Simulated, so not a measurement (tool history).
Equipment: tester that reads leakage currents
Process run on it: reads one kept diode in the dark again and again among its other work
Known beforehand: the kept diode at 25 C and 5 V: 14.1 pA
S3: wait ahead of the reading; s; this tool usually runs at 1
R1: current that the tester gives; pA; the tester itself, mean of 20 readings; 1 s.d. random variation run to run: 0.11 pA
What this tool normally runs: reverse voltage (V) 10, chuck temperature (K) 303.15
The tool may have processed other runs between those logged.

Run 1, hour 0: usual settings. Result: R1 43.67 pA.
Run 2, hour 24.8: usual settings. Result: R1 43.84 pA.
Run 3, hour 40: usual settings but S3 2.35 s. Result: R1 43.57 pA.
Run 4, hour 63.5: usual settings. Result: R1 44.35 pA.
Run 5, hour 76.6: usual settings. Result: R1 44.41 pA.
Run 6, hour 94.4: usual settings. Result: R1 44.67 pA.
Run 7, hour 113.1: usual settings. Result: R1 44.52 pA.
Run 8, hour 140.8: usual settings. Result: R1 45.12 pA.
Run 9, hour 159.7: usual settings but chuck temperature (K) 309.15. Result: R1 69.73 pA.
Run 10, hour 182.4: usual settings. Result: R1 45.35 pA.
Run 11, hour 207: usual settings. Result: R1 45.49 pA.
Run 12, hour 224.1: usual settings. Result: R1 45.54 pA.
Run 13, hour 247.3: usual settings. Result: R1 45.49 pA.
Run 14, hour 261.6: usual settings. Result: R1 45.69 pA.
At hour 265.6: chuck's temperature calibrated.
Run 15, hour 288.5: usual settings but reverse voltage (V) 2.7. Result: R1 20.98 pA.
Run 16, hour 315.4: usual settings but chuck temperature (K) 313.15, S3 1.26 s. Result: R1 97.66 pA.
Run 17, hour 336.6: usual settings but reverse voltage (V) 2.7, chuck temperature (K) 309.15, S3 2.26 s. Result: R1 34.19 pA.
Run 18, hour 366.3: usual settings but reverse voltage (V) 1, chuck temperature (K) 307.15, S3 4.67 s. Result: R1 16.78 pA.
Run 19, hour 383.8: usual settings but reverse voltage (V) 5.1, chuck temperature (K) 307.15, S3 4.67 s. Result: R1 41.66 pA.
At hour 389.9: chuck's temperature calibrated, once more.
Run 20, hour 398.1: usual settings but reverse voltage (V) 11.4, S3 8.31 s. Result: R1 46.18 pA.
Run 21, hour 422.2: usual settings but reverse voltage (V) 14.4, chuck temperature (K) 333.15. Result: R1 503.99 pA.
Run 22, hour 449.9: usual settings but reverse voltage (V) 14.4, chuck temperature (K) 333.15. Result: R1 503.29 pA.
Run 23, hour 465.7: usual settings but reverse voltage (V) 14.4, chuck temperature (K) 333.15. Result: R1 505.67 pA.
Run 24, hour 493.1: usual settings but reverse voltage (V) 1.6, chuck temperature (K) 294.15, S3 0.45 s. Result: R1 7.42 pA.
Run 25, hour 522.5: usual settings but S3 1.21 s. Result: R1 43.75 pA.
Run 26, hour 541.1: usual settings but S3 1.21 s. Result: R1 44.17 pA.
Run 27, hour 567.8: usual settings but S3 0.82 s. Result: R1 44.64 pA.
Run 28, hour 582.5: usual settings but S3 0.82 s. Result: R1 44.86 pA.
Run 29, hour 601.9: usual settings but chuck temperature (K) 304.15, S3 0.82 s. Result: R1 48.12 pA.
Run 30, hour 626.1: usual settings but reverse voltage (V) 2.8. Result: R1 20.24 pA.

A few steps of R1 between consecutive runs. Split each: what settings, incoming material and random variation would produce without the hidden state, and what is left over for the hidden state, along with gauge scatter present in only one of the two compared results (measured, and without hidden state):
The hidden state here: stray current of the dirty probe card, pA a volt; current scale over the true one, %; true chuck temperature over the reading, C; drift of the gauge itself on leakage_pa, %.
Run 15 -> 16: reverse voltage (V) 2.7 -> 10, chuck temperature (K) 303.15 -> 313.15, S3 1 -> 1.26. R1 +76.68 pA: hidden state +12.93, all else +63.75.
Run 16 -> 17: reverse voltage (V) 10 -> 2.7, chuck temperature (K) 313.15 -> 309.15, S3 1.26 -> 2.26. R1 -63.47 pA: hidden state -11.71, all else -51.76.
Run 20 -> 21: reverse voltage (V) 11.4 -> 14.4, chuck temperature (K) 303.15 -> 333.15, S3 8.31 -> 1. R1 +457.81 pA: hidden state -0.03, all else +457.84.
Run 23 -> 24: reverse voltage (V) 14.4 -> 1.6, chuck temperature (K) 333.15 -> 294.15, S3 1 -> 0.45. R1 -498.25 pA: hidden state -11.41, all else -486.84.

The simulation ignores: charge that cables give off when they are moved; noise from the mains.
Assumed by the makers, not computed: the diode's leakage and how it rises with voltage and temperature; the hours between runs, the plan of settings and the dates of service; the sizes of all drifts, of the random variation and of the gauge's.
